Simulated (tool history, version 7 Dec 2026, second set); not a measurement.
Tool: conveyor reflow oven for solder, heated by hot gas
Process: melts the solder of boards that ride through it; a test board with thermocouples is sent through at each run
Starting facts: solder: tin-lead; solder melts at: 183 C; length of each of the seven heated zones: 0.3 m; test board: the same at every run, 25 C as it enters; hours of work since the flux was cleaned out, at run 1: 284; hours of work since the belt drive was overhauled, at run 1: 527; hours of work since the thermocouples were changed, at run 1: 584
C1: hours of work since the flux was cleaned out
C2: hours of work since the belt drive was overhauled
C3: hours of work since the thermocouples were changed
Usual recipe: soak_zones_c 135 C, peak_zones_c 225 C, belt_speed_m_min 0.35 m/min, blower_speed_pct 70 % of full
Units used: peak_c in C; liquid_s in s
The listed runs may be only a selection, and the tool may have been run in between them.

run 1 hour=0 | soak_zones_c=135 peak_zones_c=225 belt_speed_m_min=0.35 blower_speed_pct=70 | C1=284 C2=527 C3=584 | peak_c=211.5 liquid_s=72.2
run 2 hour=43.1 | soak_zones_c=135 peak_zones_c=225 belt_speed_m_min=0.391 blower_speed_pct=70 | C1=313 C2=556 C3=613 | peak_c=208.5 liquid_s=59.9
run 3 hour=70.5 | soak_zones_c=135 peak_zones_c=225 belt_speed_m_min=0.35 blower_speed_pct=73 | C1=331 C2=574 C3=631 | peak_c=212.2 liquid_s=72.9
run 4 hour=123.1 | soak_zones_c=135 peak_zones_c=225 belt_speed_m_min=0.35 blower_speed_pct=73 | C1=367 C2=610 C3=667 | peak_c=212 liquid_s=72.2
run 5 hour=179 | soak_zones_c=135 peak_zones_c=225 belt_speed_m_min=0.35 blower_speed_pct=73 | C1=404 C2=647 C3=704 | peak_c=211.6 liquid_s=72.1
-- hour=211.6 flux residue cleaned out of gas plates and filters
run 6 hour=215.6 | soak_zones_c=135 peak_zones_c=221 belt_speed_m_min=0.35 blower_speed_pct=70 | C1=3 C2=668 C3=725 | peak_c=209.2 liquid_s=70.3
run 7 hour=258.3 | soak_zones_c=135 peak_zones_c=221 belt_speed_m_min=0.35 blower_speed_pct=70 | C1=31 C2=697 C3=754 | peak_c=209 liquid_s=70.1
run 8 hour=298.5 | soak_zones_c=129 peak_zones_c=221 belt_speed_m_min=0.35 blower_speed_pct=70 | C1=58 C2=724 C3=781 | peak_c=208.3 liquid_s=66
run 9 hour=328.9 | soak_zones_c=135 peak_zones_c=225 belt_speed_m_min=0.35 blower_speed_pct=70 | C1=79 C2=744 C3=801 | peak_c=212.2 liquid_s=74.2
run 10 hour=353.2 | soak_zones_c=135 peak_zones_c=225 belt_speed_m_min=0.35 blower_speed_pct=70 | C1=95 C2=761 C3=818 | peak_c=212.2 liquid_s=74.1
run 11 hour=388.4 | soak_zones_c=135 peak_zones_c=215 belt_speed_m_min=0.35 blower_speed_pct=70 | C1=119 C2=784 C3=841 | peak_c=203.1 liquid_s=61.6
run 12 hour=419.1 | soak_zones_c=135 peak_zones_c=225 belt_speed_m_min=0.395 blower_speed_pct=70 | C1=139 C2=805 C3=862 | peak_c=208.6 liquid_s=60.3
run 13 hour=462.8 | soak_zones_c=135 peak_zones_c=225 belt_speed_m_min=0.35 blower_speed_pct=70 | C1=169 C2=834 C3=891 | peak_c=211.4 liquid_s=73.4
-- hour=482.5 thermocouples of zones 6 and 7 changed
run 14 hour=523.1 | soak_zones_c=135 peak_zones_c=225 belt_speed_m_min=0.35 blower_speed_pct=70 | C1=208 C2=874 C3=27 | peak_c=213.1 liquid_s=74.8
run 15 hour=549.1 | soak_zones_c=135 peak_zones_c=225 belt_speed_m_min=0.396 blower_speed_pct=70 | C1=225 C2=891 C3=45 | peak_c=209.9 liquid_s=61
run 16 hour=604.4 | soak_zones_c=138 peak_zones_c=226 belt_speed_m_min=0.396 blower_speed_pct=70 | C1=263 C2=928 C3=82 | peak_c=210.9 liquid_s=63.7
-- hour=651.9 belt drive overhauled, speed set with a stopwatch
run 17 hour=655.1 | soak_zones_c=135 peak_zones_c=225 belt_speed_m_min=0.301 blower_speed_pct=80 | C1=294 C2=2 C3=113 | peak_c=216.6 liquid_s=92.2
run 18 hour=693.5 | soak_zones_c=144 peak_zones_c=224 belt_speed_m_min=0.381 blower_speed_pct=59 | C1=320 C2=28 C3=139 | peak_c=208.3 liquid_s=63.5

Expected results for the next run?
run 19 hour=742.2 | soak_zones_c=129 peak_zones_c=224 belt_speed_m_min=0.381 blower_speed_pct=71 | C1=352 C2=61 C3=172 | peak_c=? liquid_s=?

peak_c: 206.8 C
liquid_s: 56.6 s
Had the tool carried no hidden state, the very same run would have given peak_c 209.5 C, liquid_s 60.5 s.

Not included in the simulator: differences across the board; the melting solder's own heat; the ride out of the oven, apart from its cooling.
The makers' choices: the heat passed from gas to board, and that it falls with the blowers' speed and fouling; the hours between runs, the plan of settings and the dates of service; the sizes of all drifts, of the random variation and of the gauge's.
